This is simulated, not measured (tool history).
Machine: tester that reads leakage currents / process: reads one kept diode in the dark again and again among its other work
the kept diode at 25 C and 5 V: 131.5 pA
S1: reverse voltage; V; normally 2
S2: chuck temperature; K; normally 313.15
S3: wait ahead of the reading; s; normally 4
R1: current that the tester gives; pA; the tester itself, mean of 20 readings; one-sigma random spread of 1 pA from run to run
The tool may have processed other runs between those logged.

run    hour     S1      S2    S3       R1
  1       0      2  313.15     4    341.3
  2    41.7      2  313.15     4   343.61
  3    97.6      2  313.15     4   343.24
  4   140.1      2  313.15     4   345.14
  5   192.9      2  313.15     4   344.07
  6   215.7      2  313.15     4   344.61
  7   242.4      2  303.15     4   141.35
  8   266.1      2  303.15     4   142.75
  9   306.7      2  303.15     4    142.4
 10   340.7      2  313.15     4   347.71
 11   394.7      2  313.15     4   348.15
 12   419.9      2  313.15     4   350.71
 13   453.5      2  313.15     4   350.75
 14     500      2  313.15     4   352.56
 15   554.7      2  313.15     4   354.24
      599.2  -- chuck's temperature calibrated
 16   611.7      2  313.15     4   358.36
      653.1  -- probe card cleaned and baked
 17   661.8   14.2  332.15  1.26  4383.97
 18   690.7   1.53  332.15  6.38  1495.87
 19   734.6   1.53  332.15  6.38  1501.59
      779.3  -- chuck's temperature calibrated, once more
 20   779.3   1.53  332.15  6.38  1423.43
 21   819.6   1.53  332.15  6.38  1423.81
 22   850.1   7.95  317.15  6.46   936.91
 23   898.5  10.75  330.15   0.7  3134.24
 24   928.6  10.75  330.15   0.7  3146.46
 25   954.3   2.54  310.15  2.34   295.07
 26  1005.1  16.75  298.15  2.34   245.13
 27  1057.2  16.75  298.15  2.34   247.16

Measured minus without-hidden-state, run by run (identical run-to-run variation in each term; gauge scatter may differ):
The hidden state here: stray current of the dirty probe card, pA a volt; current scale over the true one, %; true chuck temperature over the reading, C; drift of the gauge itself on leakage_pa, %.
run       R1
  1    +6.57
  2    +7.35
  3     +8.4
  4    +9.26
  5   +10.22
  6   +10.65
  7    +5.86
  8    +6.11
  9    +6.47
 10   +13.03
 11   +14.06
 12   +14.61
 13   +15.25
 14   +16.15
 15   +17.29
 16   +22.98
 17  +239.23
 18    +83.6
 19   +86.53
 20    +10.2
 21   +12.91
 22   +10.34
 23   +41.09
 24   +45.65
 25    +4.92
 26    +8.48
 27     +9.8
